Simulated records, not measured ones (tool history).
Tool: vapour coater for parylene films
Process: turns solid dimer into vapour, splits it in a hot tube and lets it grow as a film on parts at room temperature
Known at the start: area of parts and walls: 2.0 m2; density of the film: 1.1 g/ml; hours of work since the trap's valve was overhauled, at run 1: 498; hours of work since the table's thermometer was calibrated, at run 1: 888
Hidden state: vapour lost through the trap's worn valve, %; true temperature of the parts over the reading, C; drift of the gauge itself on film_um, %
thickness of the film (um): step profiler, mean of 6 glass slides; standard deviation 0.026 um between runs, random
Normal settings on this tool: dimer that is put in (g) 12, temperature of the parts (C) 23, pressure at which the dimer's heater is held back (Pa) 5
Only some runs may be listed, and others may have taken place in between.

run   hour  dimer that is put in (g)  temperature of the parts (C)  pressure at which the dimer's heater is held back (Pa)  hours of work since the trap's valve was overhauled  hours of work since the table's thermometer was calibrated  thickness of the film (um)
  1      0                        12                            23                                                       5                                                  498                                                         888                        3.78
  2   41.1                        12                            23                                                       5                                                  520                                                         909                         3.7
  3   93.4                        12                            23                                                       5                                                  547                                                         936                        3.68
  4  131.3                        12                            23                                                       5                                                  566                                                         956                        3.72
  5  159.6                        12                            23                                                       5                                                  581                                                         971                        3.72
  6  214.4                        12                            23                                                       5                                                  609                                                         999                        3.65
     247.7  -- trap's valve overhauled
  7  268.6                         6                            23                                                    9.38                                                   11                                                        1025                        1.72
     274.5  -- table's thermometer calibrated
  8  329.8                         6                            26                                                    8.24                                                   42                                                          29                        1.63
  9  376.4                        12                            28                                                    6.19                                                   66                                                          53                        3.33
 10    440                        12                            28                                                    6.19                                                   99                                                          86                        3.28
 11  487.9                        12                            28                                                    6.19                                                  124                                                         110                        3.29

Here are 4 independent what-if runs from the current tool condition. What would each one return?
  A  542.2                        19                            23                                                       5                                                  152                                                         139                           ?
  B  542.2                        14                            23                                                       5                                                  152                                                         139                           ?
  C  542.2                        17                            23                                                    5.05                                                  152                                                         139                           ?
  D  542.2                         5                            29                                                    5.54                                                  152                                                         139                           ?

run  thickness of the film (um)
  A                        6.14
  B                        4.46
  C                        5.56
  D                        1.36
With no hidden state in the tool, these same runs would have given:
run  thickness of the film (um)
  A                        6.35
  B                        4.62
  C                        5.75
  D                        1.41
